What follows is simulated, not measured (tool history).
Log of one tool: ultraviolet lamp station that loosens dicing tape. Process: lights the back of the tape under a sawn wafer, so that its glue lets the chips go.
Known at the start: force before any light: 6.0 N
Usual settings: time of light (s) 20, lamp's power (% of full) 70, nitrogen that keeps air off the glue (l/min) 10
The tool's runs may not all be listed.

run,hour,time of light (s),lamp's power (% of full),nitrogen that keeps air off the glue (l/min),force that peels the tape off (N),light that reached the tape (J/m2)
1,0,20,70,10,0.377,4260
2,14.4,20,70,7,0.472,4160
3,24.1,20,70,10,0.389,4170
4,31,20,70,10,0.386,4250
5,42.8,20,70,10,0.365,4170
6,50,20,70,10,0.385,4140
7,64.6,20,70,10,0.393,4120
8,72.8,20,70,10,0.383,4160
9,86.2,20,70,10,0.384,4120
10,92.2,20,70,10,0.38,4100
11,105.8,20,70,10,0.404,4130
12,120.1,20,89,10,0.288,5260
13,128.4,20,89,10,0.286,5230
14,138.2,20,81,10,0.35,4720
15,148.6,20,81,10,0.32,4720
16,162.5,38,70,10,0.243,7740
17,173.6,38,70,10,0.245,7700
18,185.4,38,70,10,0.237,7650
19,192.8,20,70,10,0.408,4020
20,207.8,16,70,10,0.586,3180
21,220.1,16,70,10,0.581,3190
22,231.9,16,70,7,0.723,3180
23,239.3,15,99,10,0.375,4190
24,249.2,14,82,10,0.579,3260
25,257.9,14,82,10,0.577,3300
26,266.1,20,70,10,0.394,3940
27,272.8,20,82,7,0.413,4600
28,286.7,20,82,7,0.424,4600
29,299.6,18,69,17,0.378,3470
30,308.4,20,76,10,0.361,4310
31,321.8,36,98,9,0.248,9760
32,331.5,13,66,4,1.634,2360
33,338.8,13,66,4,1.587,2400
34,353.4,13,66,4,1.599,2330
35,360.5,10,98,9,0.809,2700
36,372.6,18,65,12,0.506,3220
37,383.7,18,65,12,0.526,3230
38,397.7,10,86,11,0.924,2360
# hour 404.3: window cleaned of glue's vapour
39,408.3,10,77,8,1.084,2410
40,420.7,10,77,8,1.073,2370

Forecast each of these 3 alternatives for the next run:
A,432.6,10,66,8,?,?
B,432.6,38,82,8,?,?
C,432.6,27,61,10,?,?

run,force that peels the tape off (N),light that reached the tape (J/m2)
A,1.368,2070
B,0.245,9670
C,0.307,5090
Without the tool's hidden state the same runs would have given:
run,force that peels the tape off (N),light that reached the tape (J/m2)
A,1.178,2290
B,0.243,10750
C,0.282,5660
